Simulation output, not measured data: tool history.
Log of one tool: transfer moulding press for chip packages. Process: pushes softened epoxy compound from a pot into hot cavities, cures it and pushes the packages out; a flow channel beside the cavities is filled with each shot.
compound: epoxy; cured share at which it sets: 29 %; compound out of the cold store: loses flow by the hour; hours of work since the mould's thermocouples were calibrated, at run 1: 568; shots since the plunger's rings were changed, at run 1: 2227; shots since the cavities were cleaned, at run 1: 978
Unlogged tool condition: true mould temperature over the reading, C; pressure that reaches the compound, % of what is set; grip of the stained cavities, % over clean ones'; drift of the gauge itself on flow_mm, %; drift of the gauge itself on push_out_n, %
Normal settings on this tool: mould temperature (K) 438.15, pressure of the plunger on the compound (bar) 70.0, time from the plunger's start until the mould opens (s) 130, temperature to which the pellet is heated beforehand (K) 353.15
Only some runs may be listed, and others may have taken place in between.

run,hour,mould temperature (K),pressure of the plunger on the compound (bar),time from the plunger's start until the mould opens (s),temperature to which the pellet is heated beforehand (K),hours of work since the mould's thermocouples were calibrated,shots since the plunger's rings were changed,shots since the cavities were cleaned,incoming compound's hours out of the cold store,length that the compound runs in the flow channel (mm),greatest force on the pins that push the packages out (N)
1,0.0,438.15,70.0,130,353.15,568,2227,978,20.7,571,679
# hour 6.0: cavities cleaned with cleaning compound and waxed
2,41.9,438.15,75.7,130,353.15,588,2498,241,24.4,575,761
# hour 60.7: plunger's sealing rings changed
# hour 66.2: mould's thermocouples calibrated
3,89.4,438.15,70.0,130,353.15,11,179,529,42.0,501,755
4,155.5,438.15,70.0,130,353.15,44,623,973,34.2,534,754
# hour 164.1: cavities cleaned with cleaning compound and waxed
5,229.5,438.15,70.0,130,353.15,79,1109,439,34.6,530,622
6,273.6,438.15,70.0,130,353.15,101,1405,735,29.8,542,673
# hour 317.3: cavities cleaned with cleaning compound and waxed
7,320.1,438.15,70.0,130,353.15,123,1707,19,11.9,616,447
8,392.5,438.15,70.0,130,353.15,159,2192,504,21.1,574,612
# hour 441.0: cavities cleaned with cleaning compound and waxed, once more
9,441.0,438.15,70.0,127,353.15,182,2507,0,43.8,482,414
# hour 452.3: plunger's sealing rings changed
10,526.3,438.15,70.0,127,353.15,222,497,556,42.7,501,621
11,570.1,438.15,70.0,127,353.15,244,791,850,9.0,640,680
# hour 594.8: cavities cleaned with cleaning compound and waxed
12,647.2,438.15,70.0,127,353.15,281,1298,352,43.1,495,575
13,724.7,438.15,70.0,127,353.15,319,1817,871,40.1,501,681
# hour 745.6: cavities cleaned with cleaning compound and waxed
14,765.0,432.15,70.0,130,353.15,338,2077,129,25.2,572,661
15,820.3,432.15,70.0,130,353.15,365,2448,500,13.1,629,866
# hour 840.3: plunger's sealing rings changed
16,868.3,430.15,79.0,132,353.15,387,188,806,46.6,546,992
# hour 899.7: cavities cleaned with cleaning compound and waxed
17,909.2,430.15,79.0,153,345.15,407,452,64,8.4,721,605
18,955.1,430.15,79.0,153,345.15,429,759,371,20.3,662,691
19,999.1,430.15,79.0,153,345.15,451,1055,667,10.9,702,843
20,1045.3,437.15,79.0,121,345.15,474,1364,976,30.0,579,750
# hour 1050.9: cavities cleaned with cleaning compound and waxed
21,1091.0,437.15,79.0,121,345.15,495,1661,269,12.3,659,613
22,1157.3,440.15,81.7,121,344.15,528,2106,714,39.8,534,649
# hour 1203.4: cavities cleaned with cleaning compound and waxed
# hour 1231.8: plunger's sealing rings changed
23,1233.3,438.15,70.7,124,345.15,563,10,183,15.5,616,532
# hour 1310.2: mould's thermocouples calibrated
24,1319.2,438.15,58.4,124,353.15,4,573,746,22.5,527,716
# hour 1364.6: cavities cleaned with cleaning compound and waxed
25,1365.3,438.15,70.0,167,349.15,26,872,4,22.6,581,383
26,1423.5,438.15,79.0,130,353.15,55,1262,394,43.1,526,591
27,1497.6,438.15,79.0,130,353.15,91,1760,892,12.8,648,673

Hidden state or all else? Some run-to-run changes of length that the compound runs in the flow channel (mm), split into what the settings, what came in and random variation would give without the hidden state, and what is left for the hidden state (with any gauge scatter that isn't in both results):
Run 2 -> 3: pressure of the plunger on the compound (bar) 75.7 -> 70.0, plunger's sealing rings changed, mould's thermocouples calibrated. length that the compound runs in the flow channel (mm) -74: hidden state +26, all else -100.
Run 11 -> 12: cavities cleaned with cleaning compound and waxed. length that the compound runs in the flow channel (mm) -145: hidden state -2, all else -143.
Run 15 -> 16: mould temperature (K) 432.15 -> 430.15, pressure of the plunger on the compound (bar) 70.0 -> 79.0, time from the plunger's start until the mould opens (s) 130 -> 132, plunger's sealing rings changed. length that the compound runs in the flow channel (mm) -83: hidden state +22, all else -105.
Run 16 -> 17: time from the plunger's start until the mould opens (s) 132 -> 153, temperature to which the pellet is heated beforehand (K) 353.15 -> 345.15, cavities cleaned with cleaning compound and waxed. length that the compound runs in the flow channel (mm) +175: hidden state -6, all else +181.
